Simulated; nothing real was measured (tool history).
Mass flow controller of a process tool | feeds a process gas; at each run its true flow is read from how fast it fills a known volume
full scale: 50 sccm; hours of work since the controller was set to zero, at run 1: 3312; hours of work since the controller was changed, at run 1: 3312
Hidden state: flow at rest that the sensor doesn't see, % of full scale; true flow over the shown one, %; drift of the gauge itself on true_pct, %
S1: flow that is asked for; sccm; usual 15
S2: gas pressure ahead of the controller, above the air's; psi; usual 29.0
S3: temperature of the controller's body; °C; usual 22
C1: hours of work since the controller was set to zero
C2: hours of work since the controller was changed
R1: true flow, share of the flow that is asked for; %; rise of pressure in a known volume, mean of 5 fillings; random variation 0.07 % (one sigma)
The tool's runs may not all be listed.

| run | day | S1 | S2 | S3 | C1 | C2 | R1 |
|---|---|---|---|---|---|---|---|
| 1 | 0.000 | 15 | 29.0 | 22 | 3312 | 3312 | 97.56 |
| 2 | 8.083 | 15 | 29.0 | 22 | 3373 | 3373 | 97.61 |
| 3 | 23.108 | 15 | 29.0 | 22 | 3486 | 3486 | 97.85 |
| 4 | 32.562 | 15 | 29.0 | 22 | 3557 | 3557 | 97.80 |
| 5 | 44.092 | 15 | 38.1 | 22 | 3643 | 3643 | 97.70 |
| 6 | 52.321 | 15 | 38.1 | 22 | 3705 | 3705 | 97.64 |
| 7 | 61.325 | 8 | 29.7 | 39 | 3772 | 3772 | 99.13 |
| 8 | 74.650 | 24 | 30.9 | 32 | 3872 | 3872 | 99.64 |
| 9 | 81.908 | 15 | 24.8 | 33 | 3926 | 3926 | 99.25 |
| 10 | 93.571 | 8 | 29.0 | 22 | 4014 | 4014 | 97.89 |
| 11 | 106.038 | 8 | 29.0 | 22 | 4107 | 4107 | 98.04 |
| 12 | 114.688 | 8 | 24.8 | 23 | 4172 | 4172 | 98.26 |

Forecast each of these 3 alternatives for the next run:
| A | 123.133 | 8 | 23.9 | 23 | 4236 | 4236 | ? |
| B | 123.133 | 8 | 20.7 | 25 | 4236 | 4236 | ? |
| C | 123.133 | 12 | 32.2 | 39 | 4236 | 4236 | ? |

| run | R1 |
|---|---|
| A | 98.52 |
| B | 98.72 |
| C | 99.72 |
Without the tool's hidden state the same runs would have given:
| run | R1 |
|---|---|
| A | 97.44 |
| B | 97.64 |
| C | 98.63 |
